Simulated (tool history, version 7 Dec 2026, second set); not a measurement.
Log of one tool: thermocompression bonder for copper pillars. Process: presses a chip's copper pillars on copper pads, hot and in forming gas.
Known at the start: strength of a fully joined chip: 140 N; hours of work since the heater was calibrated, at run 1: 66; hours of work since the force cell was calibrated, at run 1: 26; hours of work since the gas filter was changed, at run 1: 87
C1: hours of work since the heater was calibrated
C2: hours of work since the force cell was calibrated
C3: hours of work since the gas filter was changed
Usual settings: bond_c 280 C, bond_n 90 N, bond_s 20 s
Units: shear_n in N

run 1 hour=0.0 | bond_c=280 bond_n=90 bond_s=20 | C1=66 C2=26 C3=87 | shear_n=60.6
run 2 hour=6.9 | bond_c=280 bond_n=90 bond_s=20 | C1=69 C2=29 C3=90 | shear_n=60.5
run 3 hour=12.8 | bond_c=280 bond_n=90 bond_s=20 | C1=72 C2=31 C3=93 | shear_n=60.6
run 4 hour=20.2 | bond_c=280 bond_n=90 bond_s=20 | C1=75 C2=35 C3=96 | shear_n=60.6
run 5 hour=24.7 | bond_c=280 bond_n=90 bond_s=20 | C1=77 C2=37 C3=99 | shear_n=60.3
run 6 hour=33.1 | bond_c=280 bond_n=90 bond_s=20 | C1=81 C2=41 C3=102 | shear_n=60.6
run 7 hour=43.7 | bond_c=285 bond_n=90 bond_s=20 | C1=86 C2=45 C3=107 | shear_n=63.5
run 8 hour=53.0 | bond_c=250 bond_n=90 bond_s=22 | C1=90 C2=50 C3=111 | shear_n=42.9
run 9 hour=63.2 | bond_c=284 bond_n=135 bond_s=20 | C1=95 C2=54 C3=116 | shear_n=76.8
run 10 hour=68.1 | bond_c=280 bond_n=90 bond_s=54 | C1=97 C2=57 C3=118 | shear_n=83.6
run 11 hour=72.8 | bond_c=280 bond_n=90 bond_s=54 | C1=99 C2=59 C3=120 | shear_n=83.0

Forecast each of these 5 alternatives for the next run:
run A hour=83.4 | bond_c=280 bond_n=119 bond_s=27 | C1=104 C2=63 C3=125 | shear_n=?
run B hour=83.4 | bond_c=280 bond_n=90 bond_s=18 | C1=104 C2=63 C3=125 | shear_n=?
run C hour=83.4 | bond_c=280 bond_n=70 bond_s=26 | C1=104 C2=63 C3=125 | shear_n=?
run D hour=83.4 | bond_c=280 bond_n=108 bond_s=44 | C1=104 C2=63 C3=125 | shear_n=?
run E hour=83.4 | bond_c=283 bond_n=76 bond_s=54 | C1=104 C2=63 C3=125 | shear_n=?

run=A shear_n=76.5
run=B shear_n=57.0
run=C shear_n=56.3
run=D shear_n=84.5
run=E shear_n=78.9
Without the tool's hidden state the same runs would have given:
run=A shear_n=78.4
run=B shear_n=58.4
run=C shear_n=57.7
run=D shear_n=86.5
run=E shear_n=80.8

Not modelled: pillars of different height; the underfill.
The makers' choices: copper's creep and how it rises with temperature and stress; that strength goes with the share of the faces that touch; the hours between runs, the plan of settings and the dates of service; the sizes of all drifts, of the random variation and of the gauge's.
